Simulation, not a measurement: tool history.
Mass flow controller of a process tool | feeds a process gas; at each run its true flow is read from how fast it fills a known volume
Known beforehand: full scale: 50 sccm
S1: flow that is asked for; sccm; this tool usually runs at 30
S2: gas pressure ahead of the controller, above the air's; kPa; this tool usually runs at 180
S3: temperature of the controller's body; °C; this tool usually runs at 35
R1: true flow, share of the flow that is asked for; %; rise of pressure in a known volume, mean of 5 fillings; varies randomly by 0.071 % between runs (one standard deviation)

run    hour  S1   S2  S3      R1
  1       0  30  180  35   102.1
  2   485.3  30  180  35  102.24
  3   709.9  30  243  35  101.93
  4   984.7  30  243  35  102.08
  5  1502.3  30  243  38  102.29
  6  1714.7  30  180  35  102.49
  7  2073.6  24  180  35  102.39
  8  2403.6  24  180  35  102.51
  9  2718.8  24  180  35  102.38
 10  3121.4  36  180  35  102.77
 11  3397.6  30  180  35   102.7
 12    3831  30  180  35  102.67
 13  4200.8  30  180  32   102.6
 14  4555.1  30  211  35  102.73
 15  5033.7  10  220  21  101.79
 16  5463.4  30  174  39  103.35
 17  5896.4  10  180  35  103.32
 18  6410.3  10  180  35  103.59
 19  6931.8   9  237  35  103.69

Forecast run 20:
 20  7330.1   9  237  35   ?

Run 20 yielded R1 103.85 %.
Minus the tool's unlogged condition, the same run would have read R1 98.84 %.
